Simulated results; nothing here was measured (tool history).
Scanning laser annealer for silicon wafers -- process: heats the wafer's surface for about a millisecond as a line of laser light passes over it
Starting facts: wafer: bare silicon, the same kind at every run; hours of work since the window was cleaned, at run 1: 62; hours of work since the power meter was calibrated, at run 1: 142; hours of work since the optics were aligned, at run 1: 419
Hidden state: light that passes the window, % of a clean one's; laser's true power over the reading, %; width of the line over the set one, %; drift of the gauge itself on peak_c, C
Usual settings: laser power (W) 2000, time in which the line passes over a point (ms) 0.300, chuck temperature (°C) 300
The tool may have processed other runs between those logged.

run,day,laser power (W),time in which the line passes over a point (ms),chuck temperature (°C),hours of work since the window was cleaned,hours of work since the power meter was calibrated,hours of work since the optics were aligned,highest temperature of the surface (°C)
1,0.000,2000,0.300,300,62,142,419,1112
2,0.462,2000,0.300,300,68,149,425,1116
3,0.688,1879,0.300,300,71,152,428,1062
4,0.942,1879,0.300,300,75,155,432,1057
5,1.417,1879,0.300,300,81,162,438,1060
6,1.808,2144,0.335,317,87,167,444,1241
# day 2.054: optics aligned, line set to its width
7,2.521,1971,0.320,300,93,174,6,1117
8,2.862,1702,0.310,323,98,178,11,1005
9,3.104,1781,0.275,300,101,182,14,983
10,3.492,1995,0.213,330,107,187,20,1023

A few steps of highest temperature of the surface (°C) between consecutive runs. Split each: what settings, incoming material and random variation would produce without the hidden state, and what is left over for the hidden state, along with gauge scatter present in only one of the two compared results (measured, and without hidden state):
Run 5 -> 6: laser power (W) 1879 -> 2144, time in which the line passes over a point (ms) 0.300 -> 0.335, chuck temperature (°C) 300 -> 317. highest temperature of the surface (°C) +181: hidden state -3, all else +184.
Run 6 -> 7: laser power (W) 2144 -> 1971, time in which the line passes over a point (ms) 0.335 -> 0.320, chuck temperature (°C) 317 -> 300, optics aligned, line set to its width. highest temperature of the surface (°C) -124: hidden state -5, all else -119.
